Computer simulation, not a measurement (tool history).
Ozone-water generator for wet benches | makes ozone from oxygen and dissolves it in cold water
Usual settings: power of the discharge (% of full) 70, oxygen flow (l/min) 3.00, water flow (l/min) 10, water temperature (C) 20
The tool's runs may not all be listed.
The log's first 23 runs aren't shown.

run,day,power of the discharge (% of full),oxygen flow (l/min),water flow (l/min),water temperature (C),dissolved ozone (ppm),ozone in the gas ahead of the water (g/m3)
# day 39.138: contactor cleaned, once more
24,39.792,45,1.77,15,23,8.4,130.2
25,41.571,45,1.77,15,23,8.3,129.3
26,43.400,66,1.77,15,19,11.7,172.6
27,45.112,66,1.77,15,19,11.9,173.4
28,47.321,62,3.00,10,13,18.2,131.8
29,49.458,78,2.18,10,19,19.0,179.8
30,51.517,70,2.88,10,20,17.8,145.1
31,52.900,76,3.30,6,15,27.3,146.3
32,54.958,69,3.30,6,15,25.4,135.5
33,57.238,53,3.00,12,20,12.8,115.6

Forecast each of these 4 alternatives for the next run:
A,58.808,70,5.30,10,20,?,?
B,58.808,90,3.00,10,20,?,?
C,58.808,53,3.00,9,15,?,?
D,58.808,44,3.54,15,20,?,?

run,dissolved ozone (ppm),ozone in the gas ahead of the water (g/m3)
A,17.9,110.2
B,21.8,170.8
C,16.7,113.8
D,9.7,92.1
Without the tool's hidden state the same runs would have given:
run,dissolved ozone (ppm),ozone in the gas ahead of the water (g/m3)
A,20.0,122.7
B,25.0,194.4
C,18.2,123.8
D,10.4,98.5

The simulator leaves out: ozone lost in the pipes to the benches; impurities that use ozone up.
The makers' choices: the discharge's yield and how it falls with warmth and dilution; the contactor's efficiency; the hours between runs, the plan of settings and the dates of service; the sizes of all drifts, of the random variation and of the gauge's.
